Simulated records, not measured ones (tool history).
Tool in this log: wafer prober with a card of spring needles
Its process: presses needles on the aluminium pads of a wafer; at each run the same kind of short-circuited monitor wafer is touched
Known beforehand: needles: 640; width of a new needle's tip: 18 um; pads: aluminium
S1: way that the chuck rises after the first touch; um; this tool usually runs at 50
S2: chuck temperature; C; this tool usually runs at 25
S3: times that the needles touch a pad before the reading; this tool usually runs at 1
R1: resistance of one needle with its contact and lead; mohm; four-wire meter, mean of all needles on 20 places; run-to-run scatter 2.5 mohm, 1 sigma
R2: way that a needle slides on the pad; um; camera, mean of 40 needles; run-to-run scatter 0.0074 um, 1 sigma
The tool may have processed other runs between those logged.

run,hour,S1,S2,S3,R1,R2
1,0,50,25,1,288,6.973
# hour 10.3: tips cleaned on abrasive film
2,29.3,50,25,1,280,6.974
# hour 35.5: tips cleaned on abrasive film
# hour 59.5: tips cleaned on abrasive film
3,66.5,59,25,1,278,8.235
# hour 84.1: tips cleaned on abrasive film
4,99.9,50,50,1,294,6.978
# hour 107.9: tips cleaned on abrasive film
5,121.1,50,50,1,291,6.976
# hour 131.7: tips cleaned on abrasive film
# hour 141.8: height of the first contact set anew
6,146.6,50,50,1,288,6.967
# hour 155.8: tips cleaned on abrasive film
7,176.1,50,51,1,292,6.986
# hour 179.1: tips cleaned on abrasive film
# hour 204.6: tips cleaned on abrasive film
8,217.3,50,51,1,291,6.97
# hour 231.3: tips cleaned on abrasive film
9,254.1,50,51,1,291,6.972
# hour 256.1: tips cleaned on abrasive film
10,273.2,43,25,1,288,5.997
# hour 279.9: tips cleaned on abrasive film
# hour 304.9: tips cleaned on abrasive film
11,312,43,25,1,287,5.992
# hour 328.6: tips cleaned on abrasive film
12,343,43,25,1,282,5.996
# hour 352.9: tips cleaned on abrasive film
# hour 376: height of the first contact set anew
# hour 379: tips cleaned on abrasive film
13,382.6,43,25,1,283,5.993
# hour 403.4: tips cleaned on abrasive film
14,409.8,41,25,1,290,5.715
# hour 427.1: tips cleaned on abrasive film
15,430.3,41,25,1,285,5.713
# hour 452: tips cleaned on abrasive film
16,464.9,41,25,1,288,5.713
# hour 476.2: tips cleaned on abrasive film
# hour 500: tips cleaned on abrasive film
17,503,59,85,2,300,8.231
# hour 525.7: tips cleaned on abrasive film
18,528.1,31,77,1,309,4.312
# hour 549.9: tips cleaned on abrasive film
19,563.2,50,48,1,292,6.961
# hour 574.3: tips cleaned on abrasive film
# hour 598.7: tips cleaned on abrasive film
20,601.5,69,42,1,280,9.624
# hour 608.1: height of the first contact set anew
# hour 622.3: tips cleaned on abrasive film
21,641.1,68,83,2,290,9.473
# hour 646.8: tips cleaned on abrasive film
# hour 670.7: tips cleaned on abrasive film
22,681.9,64,30,1,278,8.928
# hour 696.5: tips cleaned on abrasive film
# hour 720.3: tips cleaned on abrasive film
23,724.3,50,34,1,285,6.994
# hour 746.1: tips cleaned on abrasive film
24,755.4,33,78,1,309,4.602
# hour 770.1: tips cleaned on abrasive film
25,785.7,60,94,2,298,8.351

What does the tool deliver on the next run?
# hour 794.8: tips cleaned on abrasive film
26,814.6,60,94,2,?,?

{"run 26": {"R1": 301, "R2": 8.375}}
If the tool had no hidden condition, the same run with the same run-to-run variation would have returned R1 300 mohm, R2 8.375 um.
